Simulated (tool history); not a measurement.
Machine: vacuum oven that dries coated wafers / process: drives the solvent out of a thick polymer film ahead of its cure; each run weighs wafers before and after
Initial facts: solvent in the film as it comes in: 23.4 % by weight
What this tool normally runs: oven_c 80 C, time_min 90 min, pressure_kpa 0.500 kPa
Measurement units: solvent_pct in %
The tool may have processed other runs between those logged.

Run 1, hour 0.0: usual settings. Result: solvent_pct 1.95 %.
Run 2, hour 26.6: usual settings. Result: solvent_pct 1.99 %.
Run 3, hour 48.8: usual settings. Result: solvent_pct 1.93 %.
Run 4, hour 96.0: usual settings. Result: solvent_pct 1.86 %.
Run 5, hour 126.3: usual settings. Result: solvent_pct 1.95 %.
Run 6, hour 148.7: usual settings. Result: solvent_pct 1.94 %.
Run 7, hour 180.1: usual settings. Result: solvent_pct 1.99 %.
Run 8, hour 229.8: usual settings but oven_c 76 C. Result: solvent_pct 2.96 %.
At hour 236.2: vacuum gauge cleaned of residue and calibrated.
Run 9, hour 279.7: usual settings but oven_c 75 C. Result: solvent_pct 3.37 %.
Run 10, hour 330.4: usual settings. Result: solvent_pct 2.12 %.
Run 11, hour 370.5: usual settings. Result: solvent_pct 2.10 %.
At hour 412.1: vacuum gauge cleaned of residue and calibrated, once more.
Run 12, hour 418.1: usual settings but oven_c 84 C. Result: solvent_pct 1.18 %.
Run 13, hour 445.8: usual settings but oven_c 83 C, pressure_kpa 0.594 kPa. Result: solvent_pct 1.31 %.
Run 14, hour 495.2: usual settings but oven_c 83 C, time_min 72 min. Result: solvent_pct 2.17 %.
Run 15, hour 541.5: usual settings but oven_c 86 C, time_min 106 min, pressure_kpa 0.749 kPa. Result: solvent_pct 0.69 %.
Run 16, hour 590.0: usual settings but oven_c 75 C, time_min 156 min, pressure_kpa 1.591 kPa. Result: solvent_pct 1.61 %.
Run 17, hour 634.7: usual settings but oven_c 75 C, time_min 156 min, pressure_kpa 1.591 kPa. Result: solvent_pct 1.64 %.
Run 18, hour 661.0: usual settings but oven_c 75 C, time_min 78 min, pressure_kpa 0.737 kPa. Result: solvent_pct 4.07 %.
Run 19, hour 689.1: usual settings but oven_c 75 C, time_min 78 min, pressure_kpa 0.737 kPa. Result: solvent_pct 4.14 %.
Run 20, hour 737.1: usual settings but oven_c 90 C, time_min 78 min, pressure_kpa 0.737 kPa. Result: solvent_pct 0.92 %.
Run 21, hour 783.9: usual settings but oven_c 67 C, time_min 59 min, pressure_kpa 0.265 kPa. Result: solvent_pct 8.56 %.

Predict each of these 4 candidate next runs independently; none follows another, all start after run 21:
Run A, hour 816.3: usual settings but oven_c 67 C, time_min 135 min, pressure_kpa 0.265 kPa. Result: solvent_pct ?.
Run B, hour 816.3: usual settings but oven_c 88 C, time_min 59 min, pressure_kpa 0.534 kPa. Result: solvent_pct ?.
Run C, hour 816.3: usual settings but oven_c 67 C, time_min 105 min, pressure_kpa 0.265 kPa. Result: solvent_pct ?.
Run D, hour 816.3: usual settings but oven_c 70 C, time_min 132 min, pressure_kpa 1.159 kPa. Result: solvent_pct ?.

run  solvent_pct
  A         3.32
  B         2.08
  C         4.83
  D         3.14
With no hidden state in the tool, these same runs would have given:
run  solvent_pct
  A         2.88
  B         1.79
  C         4.33
  D         2.74
